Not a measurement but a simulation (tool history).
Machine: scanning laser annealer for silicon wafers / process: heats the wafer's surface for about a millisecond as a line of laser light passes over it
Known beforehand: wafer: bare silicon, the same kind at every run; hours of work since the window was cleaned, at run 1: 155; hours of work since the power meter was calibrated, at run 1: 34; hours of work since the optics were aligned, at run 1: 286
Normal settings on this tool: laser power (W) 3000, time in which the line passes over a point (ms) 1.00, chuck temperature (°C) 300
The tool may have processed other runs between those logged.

run	hour	laser power (W)	time in which the line passes over a point (ms)	chuck temperature (°C)	hours of work since the window was cleaned	hours of work since the power meter was calibrated	hours of work since the optics were aligned	highest temperature of the surface (°C)
1	0.0	3000	1.00	300	155	34	286	1001
2	12.5	3000	1.07	300	162	41	293	1029
3	23.9	3000	1.07	300	168	47	299	1030
4	35.7	3000	1.07	300	175	53	306	1029
5	43.9	3000	1.07	300	179	58	310	1029
6	53.7	3000	1.00	300	185	63	315	1001
7	59.4	3000	1.00	300	188	67	319	1002
8	70.9	3000	1.00	300	194	73	325	997
9	79.2	2793	1.00	300	199	77	330	952
10	88.6	2793	1.00	285	204	83	335	938
11	96.2	3000	1.00	330	208	87	339	1027
12	108.2	3000	1.00	330	215	93	346	1027
13	115.9	3000	1.00	280	219	98	350	976
14	122.8	3000	1.00	280	223	102	354	977
15	131.2	3000	1.00	280	228	106	358	978
16	139.5	3000	1.00	280	232	111	363	978
17	148.0	3000	1.00	280	237	115	368	975
18	160.4	3000	1.00	293	244	122	374	990
19	169.0	3000	1.00	293	248	127	379	991
20	180.3	3000	0.89	300	255	133	385	949
21	188.0	3000	1.00	300	259	137	390	991
22	193.9	3000	1.00	300	262	141	393	996
23	204.4	2798	0.76	334	268	147	399	887
# hour 210.2: optics aligned, line set to its width
24	214.9	2634	1.22	286	271	150	3	970
25	225.1	3167	1.22	286	277	155	8	1101
26	232.1	3167	1.22	286	280	159	12	1097
27	239.1	2924	1.00	300	284	163	16	973
28	249.9	2924	1.00	300	290	169	22	971
29	255.1	3000	0.80	300	293	172	25	905
# hour 260.7: optics aligned, line set to its width, once more
30	269.8	3050	1.01	306	298	177	5	1017
31	278.0	2950	1.23	316	303	182	10	1086
32	286.8	2950	1.23	316	308	187	14	1083
33	295.0	2950	1.23	316	312	191	19	1086
34	307.1	3000	0.90	300	319	198	26	950
35	319.7	3023	0.89	300	326	205	33	949
36	331.7	3000	0.91	332	333	211	39	986
37	344.4	2787	1.02	300	340	218	46	948
38	350.3	2787	1.02	300	343	222	49	950
39	359.0	2787	1.02	300	348	226	54	948
40	368.7	2787	1.02	300	353	232	60	947
41	376.5	2787	1.02	300	357	236	64	946

Below, each run's measurement less what the same run would have read without the hidden state. Both values contain the same run-to-run variation, but the gauge's scatter may not be the same in both:
The hidden state here: light that passes the window, % of a clean one's; laser's true power over the reading, %; width of the line over the set one, %; drift of the gauge itself on peak_c, C.
run	highest temperature of the surface (°C)
1	-17
2	-19
3	-19
4	-20
5	-21
6	-20
7	-21
8	-21
9	-20
10	-21
11	-23
12	-23
13	-24
14	-24
15	-24
16	-25
17	-26
18	-26
19	-26
20	-25
21	-27
22	-28
23	-23
24	-31
25	-37
26	-37
27	-31
28	-32
29	-28
30	-28
31	-32
32	-32
33	-32
34	-28
35	-29
36	-29
37	-30
38	-31
39	-31
40	-31
41	-32

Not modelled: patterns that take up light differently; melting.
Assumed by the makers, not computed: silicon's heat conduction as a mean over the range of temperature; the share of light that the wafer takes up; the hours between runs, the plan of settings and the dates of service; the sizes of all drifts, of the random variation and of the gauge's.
